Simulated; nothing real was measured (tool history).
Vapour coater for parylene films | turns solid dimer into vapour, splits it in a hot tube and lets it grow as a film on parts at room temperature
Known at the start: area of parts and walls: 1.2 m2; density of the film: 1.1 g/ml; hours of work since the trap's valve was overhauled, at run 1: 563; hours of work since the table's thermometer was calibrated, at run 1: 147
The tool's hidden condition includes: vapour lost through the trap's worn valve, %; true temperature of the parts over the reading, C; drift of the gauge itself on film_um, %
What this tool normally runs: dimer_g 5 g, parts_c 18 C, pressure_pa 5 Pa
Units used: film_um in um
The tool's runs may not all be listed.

run   hour  dimer_g  parts_c  pressure_pa  hours of work since the trap's valve was overhauled  hours of work since the table's thermometer was calibrated  film_um
  1      0        5       18            5                                                  563                                                         147     1.97
  2   26.2        3       18            5                                                  573                                                         157     1.17
  3   39.7        5       18            5                                                  579                                                         163     1.94
  4   65.1        5       18            5                                                  589                                                         173     1.94
  5   82.4        5       28            5                                                  596                                                         180     1.46
  6   96.6        5       28            5                                                  602                                                         186     1.46
  7  113.6        5       28            5                                                  609                                                         193     1.42
  8  140.6        5       28            5                                                  620                                                         203     1.45
  9  157.3        3       28            5                                                  626                                                         210     0.89
 10  174.7        3       28            5                                                  633                                                         217     0.88
 11  199.6        3       28            5                                                  643                                                         227     0.89
     220.3  -- trap's valve overhauled
 12  224.9        3       28            5                                                    2                                                         236     0.97
 13  238.8        3       28            5                                                    7                                                         241     0.97
 14  257.1        4       18            5                                                   15                                                         249     1.72
 15  275.2        4       18         4.52                                                   22                                                         256     1.75
 16  291.4        4       18         4.52                                                   29                                                         263     1.72
 17  318.3        5       21            5                                                   40                                                         274     1.99
 18  346.9        5       21            5                                                   51                                                         285     1.96
 19  371.5        5       15            5                                                   61                                                         295     2.31
 20    398        7       18            5                                                   72                                                         306     2.99
 21    413        7       18            5                                                   78                                                         312        3
 22  425.3        7       18            5                                                   83                                                         317     2.95
 23    453        5       18            5                                                   94                                                         328     2.15
 24  468.2        5       18            5                                                  100                                                         334     2.11
 25  487.3        5       17          5.9                                                  108                                                         342     2.14
 26  508.4        5       17          5.9                                                  116                                                         350     2.12
 27    526        5       19            5                                                  124                                                         358     2.04
 28  543.2        5       19            5                                                  130                                                         364     2.04
 29    560        5       19            5                                                  137                                                         371     2.01
 30  587.7        5       19            5                                                  148                                                         383     2.07
 31  605.3        5       19            5                                                  156                                                         390     2.04
 32  631.9        5       19            5                                                  166                                                         400     2.03
 33  655.9        7       17          2.6                                                  176                                                         410     3.27
 34  677.5        6       23         5.43                                                  185                                                         419     2.15
 35    704        2       18         2.27                                                  195                                                         430     0.93
 36  719.7        2       18         2.27                                                  202                                                         436     0.91
 37  747.6        5       18            5                                                  213                                                         447     2.05
 38    768        8       17         2.75                                                  221                                                         455     3.64
 39  786.7        3       11          3.7                                                  229                                                         463     1.59
 40    811        7       18            5                                                  239                                                         473     2.91
 41  829.9        4       13         2.01                                                  246                                                         480     2.12
 42  857.1        4       13         2.01                                                  257                                                         491     2.11
 43  873.6        4       13         7.45                                                  264                                                         498     1.79
 44  890.9        5       18         5.72                                                  271                                                         505     2.04
 45  907.5        5       16         6.33                                                  278                                                         512     2.11
 46  919.8        5       16         6.33                                                  283                                                         517      2.1
 47  934.5        3       18            5                                                  289                                                         523     1.22

Difference, measured minus no-hidden-state, one row per run. Run-to-run variation is common to both terms; the gauge's own scatter need not be:
run  film_um
  1    -0.24
  2    -0.15
  3    -0.26
  4    -0.26
  5     -0.2
  6     -0.2
  7     -0.2
  8     -0.2
  9    -0.12
 10    -0.13
 11    -0.13
 12    -0.02
 13    -0.02
 14    -0.03
 15    -0.03
 16    -0.03
 17    -0.04
 18    -0.05
 19    -0.06
 20    -0.09
 21    -0.09
 22    -0.09
 23    -0.07
 24    -0.08
 25    -0.08
 26    -0.08
 27    -0.08
 28    -0.09
 29    -0.08
 30    -0.09
 31    -0.09
 32     -0.1
 33    -0.17
 34    -0.11
 35    -0.05
 36    -0.05
 37    -0.12
 38    -0.22
 39     -0.1
 40    -0.18
 41    -0.14
 42    -0.14
 43    -0.13
 44    -0.15
 45    -0.15
 46    -0.16
 47    -0.09
